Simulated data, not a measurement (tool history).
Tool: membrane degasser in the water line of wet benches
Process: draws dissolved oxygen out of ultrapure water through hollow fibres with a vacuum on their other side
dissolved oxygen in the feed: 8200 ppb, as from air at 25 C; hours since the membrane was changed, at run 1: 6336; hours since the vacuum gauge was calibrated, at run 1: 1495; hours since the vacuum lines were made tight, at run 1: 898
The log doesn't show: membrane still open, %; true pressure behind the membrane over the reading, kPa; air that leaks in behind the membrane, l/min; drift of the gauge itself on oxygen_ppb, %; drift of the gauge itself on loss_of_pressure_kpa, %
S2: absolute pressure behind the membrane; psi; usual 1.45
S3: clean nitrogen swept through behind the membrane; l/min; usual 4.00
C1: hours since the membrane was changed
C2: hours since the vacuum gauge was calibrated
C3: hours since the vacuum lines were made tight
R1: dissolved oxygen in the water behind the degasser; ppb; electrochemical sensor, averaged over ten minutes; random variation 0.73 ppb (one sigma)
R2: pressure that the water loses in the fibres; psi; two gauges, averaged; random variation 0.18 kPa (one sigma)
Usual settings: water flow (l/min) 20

{"run": 1, "hour": 0.0, "water flow (l/min)": 20, "S2": 1.45, "S3": 4.0, "C1": 6336, "C2": 1495, "C3": 898, "R1": 92.9, "R2": 5.229}
{"run": 2, "hour": 132.6, "water flow (l/min)": 20, "S2": 1.45, "S3": 4.0, "C1": 6468, "C2": 1628, "C3": 1031, "R1": 93.5, "R2": 5.284}
{"run": 3, "hour": 271.9, "water flow (l/min)": 20, "S2": 1.45, "S3": 4.0, "C1": 6607, "C2": 1767, "C3": 1170, "R1": 93.1, "R2": 5.311}
{"run": 4, "hour": 418.9, "water flow (l/min)": 20, "S2": 1.45, "S3": 11.3, "C1": 6754, "C2": 1914, "C3": 1317, "R1": 40.2, "R2": 5.295}
{"run": 5, "hour": 595.3, "water flow (l/min)": 20, "S2": 1.45, "S3": 11.3, "C1": 6931, "C2": 2090, "C3": 1493, "R1": 39.9, "R2": 5.292}
{"run": 6, "hour": 811.5, "water flow (l/min)": 30, "S2": 1.45, "S3": 4.0, "C1": 7147, "C2": 2306, "C3": 1710, "R1": 149.5, "R2": 7.926}
{"run": 7, "hour": 979.4, "water flow (l/min)": 20, "S2": 1.45, "S3": 8.53, "C1": 7315, "C2": 2474, "C3": 1878, "R1": 50.6, "R2": 5.265}
{"run": 8, "hour": 1200.9, "water flow (l/min)": 22, "S2": 1.45, "S3": 4.0, "C1": 7536, "C2": 2696, "C3": 2099, "R1": 103.3, "R2": 5.835}
{"run": 9, "hour": 1324.8, "water flow (l/min)": 22, "S2": 1.45, "S3": 4.0, "C1": 7660, "C2": 2820, "C3": 2223, "R1": 105.0, "R2": 5.778}
{"run": 10, "hour": 1575.0, "water flow (l/min)": 22, "S2": 1.45, "S3": 4.0, "C1": 7910, "C2": 3070, "C3": 2473, "R1": 105.1, "R2": 5.826}
{"run": 11, "hour": 1704.1, "water flow (l/min)": 19, "S2": 1.45, "S3": 11.66, "C1": 8040, "C2": 3199, "C3": 2602, "R1": 37.6, "R2": 5.044}
{"run": 12, "hour": 1959.8, "water flow (l/min)": 19, "S2": 1.45, "S3": 11.66, "C1": 8295, "C2": 3455, "C3": 2858, "R1": 37.6, "R2": 5.031}
{"run": 13, "hour": 2206.8, "water flow (l/min)": 14, "S2": 0.9, "S3": 3.02, "C1": 8542, "C2": 3702, "C3": 3105, "R1": 38.9, "R2": 3.693}
{"run": 14, "hour": 2381.9, "water flow (l/min)": 14, "S2": 0.9, "S3": 3.02, "C1": 8717, "C2": 3877, "C3": 3280, "R1": 40.2, "R2": 3.758}
{"run": 15, "hour": 2520.4, "water flow (l/min)": 14, "S2": 0.9, "S3": 3.02, "C1": 8856, "C2": 4015, "C3": 3419, "R1": 39.0, "R2": 3.746}
{"run": 16, "hour": 2731.4, "water flow (l/min)": 19, "S2": 1.03, "S3": 3.02, "C1": 9067, "C2": 4226, "C3": 3630, "R1": 71.1, "R2": 5.143}
{"run": 17, "hour": 2909.2, "water flow (l/min)": 19, "S2": 1.03, "S3": 3.02, "C1": 9245, "C2": 4404, "C3": 3807, "R1": 71.5, "R2": 5.086}
{"run": 18, "hour": 3056.4, "water flow (l/min)": 20, "S2": 1.13, "S3": 4.0, "C1": 9392, "C2": 4551, "C3": 3955, "R1": 69.1, "R2": 5.348}
{"run": 19, "hour": 3285.7, "water flow (l/min)": 30, "S2": 3.03, "S3": 3.31, "C1": 9621, "C2": 4781, "C3": 4184, "R1": 400.1, "R2": 7.999}
{"run": 20, "hour": 3437.3, "water flow (l/min)": 12, "S2": 3.03, "S3": 1.98, "C1": 9773, "C2": 4932, "C3": 4335, "R1": 262.3, "R2": 3.215}

Forecast each of these 3 alternatives for the next run:
{"run": "A", "hour": 3563.0, "water flow (l/min)": 22, "S2": 2.06, "S3": 5.64, "C1": 9899, "C2": 5058, "C3": 4461, "R1": "?", "R2": "?"}
{"run": "B", "hour": 3563.0, "water flow (l/min)": 17, "S2": 2.99, "S3": 4.0, "C1": 9899, "C2": 5058, "C3": 4461, "R1": "?", "R2": "?"}
{"run": "C", "hour": 3563.0, "water flow (l/min)": 31, "S2": 1.39, "S3": 4.0, "C1": 9899, "C2": 5058, "C3": 4461, "R1": "?", "R2": "?"}

run=A R1=121.5 R2=5.896
run=B R1=189.9 R2=4.544
run=C R1=154.1 R2=8.303
Without the tool's hidden state the same runs would have given:
run=A R1=114.0 R2=5.559
run=B R1=182.4 R2=4.283
run=C R1=141.3 R2=7.829

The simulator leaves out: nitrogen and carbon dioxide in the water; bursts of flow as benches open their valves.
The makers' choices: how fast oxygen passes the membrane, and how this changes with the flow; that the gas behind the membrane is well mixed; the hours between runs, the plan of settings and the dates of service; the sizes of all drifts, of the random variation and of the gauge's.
